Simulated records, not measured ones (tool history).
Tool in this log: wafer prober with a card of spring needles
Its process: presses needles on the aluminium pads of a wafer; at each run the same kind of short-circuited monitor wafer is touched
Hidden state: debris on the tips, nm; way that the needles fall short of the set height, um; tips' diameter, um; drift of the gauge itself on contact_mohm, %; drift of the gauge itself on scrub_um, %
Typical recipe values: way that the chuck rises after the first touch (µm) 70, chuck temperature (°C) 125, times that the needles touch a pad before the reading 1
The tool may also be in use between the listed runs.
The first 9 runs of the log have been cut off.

run	day	way that the chuck rises after the first touch (µm)	chuck temperature (°C)	times that the needles touch a pad before the reading	touches since the tips were cleaned	cleanings since the card got new needles	touches since the first contact's height was set	resistance of one needle with its contact and lead (mohm)	way that a needle slides on the pad (µm)
# day 16.5: tips cleaned on abrasive film
# day 17.588: tips cleaned on abrasive film
10	17.592	70	125	1	38	67	81810	153	9.77
# day 18.696: height of the first contact set anew, once more
# day 18.7: tips cleaned on abrasive film
11	19	70	125	1	2575	68	2575	175	10.36
# day 19.75: tips cleaned on abrasive film
12	20.525	70	30	1	6576	69	15497	181	10.37
# day 20.925: tips cleaned on abrasive film
# day 22.004: tips cleaned on abrasive film
13	22.471	70	30	1	3973	71	32014	174	10.35
# day 23.133: tips cleaned on abrasive film
# day 24.183: tips cleaned on abrasive film
# day 25.317: tips cleaned on abrasive film
14	25.379	70	30	1	544	74	56662	149	10.3
# day 26.354: tips cleaned on abrasive film
15	26.692	70	30	1	2885	75	67799	167	10.27
# day 27.433: tips cleaned on abrasive film
16	28.192	70	30	1	6445	76	80504	181	10.24
# day 28.667: tips cleaned on abrasive film
# day 29.804: tips cleaned on abrasive film
# day 31.058: tips cleaned on abrasive film
17	31.325	67	30	1	2256	79	107076	166	9.75
# day 32.133: tips cleaned on abrasive film
# day 33.246: tips cleaned on abrasive film
18	33.729	67	30	1	4129	81	127477	176	9.75
# day 34.45: tips cleaned on abrasive film
# day 35.604: tips cleaned on abrasive film
19	35.604	57	125	3	0	83	143359	154	8.2
# day 36.675: tips cleaned on abrasive film
20	37.062	57	125	3	3303	84	155753	165	8.18
# day 37.867: tips cleaned on abrasive film
# day 39.125: tips cleaned on abrasive film
21	39.604	52	45	2	4082	86	177286	178	7.4
# day 40.2: tips cleaned on abrasive film
# day 40.904: height of the first contact set anew
# day 41.329: tips cleaned on abrasive film
22	41.412	87	43	1	686	88	4287	147	12.92
# day 42.504: tips cleaned on abrasive film
# day 43.604: tips cleaned on abrasive film
23	44.362	51	65	1	6448	90	29347	211	7.51
# day 44.833: tips cleaned on abrasive film
24	45.775	50	123	1	8027	91	41345	223	7.35
# day 46.038: tips cleaned on abrasive film
# day 47.158: tips cleaned on abrasive film
25	48.025	79	50	3	7381	93	60400	150	11.62
# day 48.192: tips cleaned on abrasive film
# day 49.325: tips cleaned on abrasive film
26	49.675	82	32	1	2979	95	74374	161	12.08
# day 50.354: tips cleaned on abrasive film
# day 51.554: tips cleaned on abrasive film
27	52.475	82	32	1	7804	97	98126	173	12.01
# day 52.733: tips cleaned on abrasive film
# day 53.975: tips cleaned on abrasive film
# day 55.142: tips cleaned on abrasive film
28	55.517	82	32	1	3180	100	123916	164	11.97
# day 56.246: tips cleaned on abrasive film
# day 57.308: tips cleaned on abrasive film
# day 58.375: tips cleaned on abrasive film
29	58.567	82	32	1	1644	103	149796	156	11.97
# day 59.425: tips cleaned on abrasive film
30	60.296	82	32	1	7417	104	164472	173	11.91

Consider 4 possible next runs. They are alternatives, not a sequence: every one starts from the tool as it was left by run 30. What does each give?
# day 60.496: tips cleaned on abrasive film
# day 61.55: tips cleaned on abrasive film
# day 62.671: tips cleaned on abrasive film
# day 63.221: height of the first contact set anew
A	63.362	82	32	2	5765	107	1210	?	?
# day 60.496: tips cleaned on abrasive film
# day 61.55: tips cleaned on abrasive film
# day 62.671: tips cleaned on abrasive film
# day 63.221: height of the first contact set anew
B	63.362	54	32	1	5765	107	1210	?	?
# day 60.496: tips cleaned on abrasive film
# day 61.55: tips cleaned on abrasive film
# day 62.671: tips cleaned on abrasive film
# day 63.221: height of the first contact set anew
C	63.362	70	43	2	5765	107	1210	?	?
# day 60.496: tips cleaned on abrasive film
# day 61.55: tips cleaned on abrasive film
# day 62.671: tips cleaned on abrasive film
# day 63.221: height of the first contact set anew
D	63.362	64	92	1	5765	107	1210	?	?

run	resistance of one needle with its contact and lead (mohm)	way that a needle slides on the pad (µm)
A	161	12.22
B	203	8.04
C	168	10.41
D	193	9.52
The same runs, with their run-to-run variation unchanged, on a tool lacking any hidden condition would have given:
run	resistance of one needle with its contact and lead (mohm)	way that a needle slides on the pad (µm)
A	140	12.22
B	137	8.04
C	141	10.41
D	147	9.52
